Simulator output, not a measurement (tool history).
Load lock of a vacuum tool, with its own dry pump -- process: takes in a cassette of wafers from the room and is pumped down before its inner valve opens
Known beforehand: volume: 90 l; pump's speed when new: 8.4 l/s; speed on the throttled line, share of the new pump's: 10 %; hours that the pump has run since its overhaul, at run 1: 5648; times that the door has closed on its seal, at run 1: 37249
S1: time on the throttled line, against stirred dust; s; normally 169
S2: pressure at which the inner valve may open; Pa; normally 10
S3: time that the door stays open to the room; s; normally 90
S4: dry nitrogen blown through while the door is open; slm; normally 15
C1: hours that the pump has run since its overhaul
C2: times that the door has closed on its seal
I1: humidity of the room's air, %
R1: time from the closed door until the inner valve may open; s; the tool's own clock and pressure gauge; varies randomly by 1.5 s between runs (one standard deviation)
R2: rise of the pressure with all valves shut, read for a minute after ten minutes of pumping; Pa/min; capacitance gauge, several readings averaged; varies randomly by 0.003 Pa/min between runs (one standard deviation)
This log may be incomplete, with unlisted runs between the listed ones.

Run 1, hour 0.0: usual settings; C1 5648; C2 37249; I1 42.4. Result: R1 250.7 s, R2 0.041 Pa/min.
Run 2, hour 254.5: usual settings; C1 5902; C2 38132; I1 43.6. Result: R1 250.5 s, R2 0.041 Pa/min.
Run 3, hour 475.2: usual settings but S2 11 Pa; C1 6123; C2 38898; I1 42.2. Result: R1 251.0 s, R2 0.046 Pa/min.
Run 4, hour 690.4: usual settings but S1 107 s, S2 11 Pa; C1 6338; C2 39645; I1 44.0. Result: R1 194.8 s, R2 0.043 Pa/min.
Run 5, hour 838.1: usual settings but S1 107 s, S2 11 Pa; C1 6486; C2 40158; I1 45.4. Result: R1 195.1 s, R2 0.045 Pa/min.
Run 6, hour 1092.4: usual settings but S1 107 s, S2 11 Pa; C1 6740; C2 41041; I1 44.9. Result: R1 194.3 s, R2 0.044 Pa/min.
Run 7, hour 1296.1: usual settings but S1 107 s, S2 11 Pa; C1 6944; C2 41748; I1 43.2. Result: R1 192.7 s, R2 0.048 Pa/min.
Run 8, hour 1501.7: usual settings; C1 7149; C2 42461; I1 41.7. Result: R1 251.8 s, R2 0.043 Pa/min.
Run 9, hour 1610.9: usual settings; C1 7259; C2 42840; I1 44.3. Result: R1 252.2 s, R2 0.043 Pa/min.
Run 10, hour 1729.3: usual settings; C1 7377; C2 43251; I1 49.3. Result: R1 252.4 s, R2 0.057 Pa/min.
Run 11, hour 1953.1: usual settings; C1 7601; C2 44028; I1 46.1. Result: R1 253.1 s, R2 0.041 Pa/min.
Run 12, hour 2080.3: usual settings; C1 7728; C2 44470; I1 49.4. Result: R1 250.7 s, R2 0.043 Pa/min.
Run 13, hour 2323.5: usual settings but S3 48 s; C1 7971; C2 45314; I1 45.0. Result: R1 250.7 s, R2 0.037 Pa/min.
Run 14, hour 2472.2: usual settings but S3 48 s, S4 10 slm; C1 8120; C2 45830; I1 42.7. Result: R1 254.7 s, R2 0.040 Pa/min.
Run 15, hour 2736.9: usual settings but S1 115 s, S2 19 Pa; C1 8385; C2 46749; I1 46.6. Result: R1 194.9 s, R2 0.047 Pa/min.
Run 16, hour 2998.6: usual settings but S1 115 s, S2 19 Pa; C1 8646; C2 47657; I1 48.8. Result: R1 197.5 s, R2 0.050 Pa/min.
Run 17, hour 3158.2: usual settings but S4 5 slm; C1 8806; C2 48211; I1 45.9. Result: R1 250.2 s, R2 0.062 Pa/min.
Run 18, hour 3391.7: usual settings but S4 5 slm; C1 9039; C2 49022; I1 47.0. Result: R1 251.2 s, R2 0.067 Pa/min.
Run 19, hour 3557.6: usual settings but S1 117 s, S4 5 slm; C1 9205; C2 49597; I1 42.5. Result: R1 206.0 s, R2 0.060 Pa/min.
Run 20, hour 3689.7: usual settings but S1 214 s, S2 17 Pa, S3 31 s, S4 35 slm; C1 9337; C2 50056; I1 47.2. Result: R1 287.4 s, R2 0.022 Pa/min.
At hour 3791.6: door's seal changed, seat wiped.
Run 21, hour 3900.6: usual settings but S1 214 s, S2 9 Pa, S3 31 s, S4 16 slm; C1 9547; C2 378; I1 44.2. Result: R1 295.3 s, R2 0.024 Pa/min.
Run 22, hour 4045.4: usual settings but S1 172 s, S2 19 Pa, S4 24 slm; C1 9692; C2 881; I1 47.0. Result: R1 248.0 s, R2 0.036 Pa/min.
Run 23, hour 4291.1: usual settings but S1 290 s, S3 235 s, S4 17 slm; C1 9937; C2 1733; I1 47.0. Result: R1 363.4 s, R2 0.062 Pa/min.
Run 24, hour 4489.2: usual settings but S1 290 s, S3 235 s, S4 17 slm; C1 10135; C2 2421; I1 45.5. Result: R1 359.9 s, R2 0.056 Pa/min.
Run 25, hour 4710.0: usual settings but S1 120 s; C1 10356; C2 3187; I1 45.8. Result: R1 209.6 s, R2 0.047 Pa/min.
Run 26, hour 4835.1: usual settings but S1 120 s; C1 10481; C2 3622; I1 44.1. Result: R1 206.5 s, R2 0.045 Pa/min.
Run 27, hour 5051.4: usual settings but S1 164 s, S2 8 Pa; C1 10698; C2 4372; I1 42.5. Result: R1 249.8 s, R2 0.045 Pa/min.

Results for each run, recomputed without the tool's hidden state and with each run's random variation untouched:
Hidden state at play: pump's speed, % of a new pump's; leak at the door's seal, Pa l/s; drift of the gauge itself on ready_s, %; drift of the gauge itself on rise_pa_min, %.
run     R2
  1  0.040
  2  0.040
  3  0.045
  4  0.041
  5  0.044
  6  0.042
  7  0.047
  8  0.041
  9  0.041
 10  0.055
 11  0.039
 12  0.041
 13  0.035
 14  0.038
 15  0.045
 16  0.048
 17  0.060
 18  0.064
 19  0.058
 20  0.020
 21  0.024
 22  0.036
 23  0.062
 24  0.056
 25  0.047
 26  0.045
 27  0.045
R1: differs from the measured result by no more than 0.1 s in any run.

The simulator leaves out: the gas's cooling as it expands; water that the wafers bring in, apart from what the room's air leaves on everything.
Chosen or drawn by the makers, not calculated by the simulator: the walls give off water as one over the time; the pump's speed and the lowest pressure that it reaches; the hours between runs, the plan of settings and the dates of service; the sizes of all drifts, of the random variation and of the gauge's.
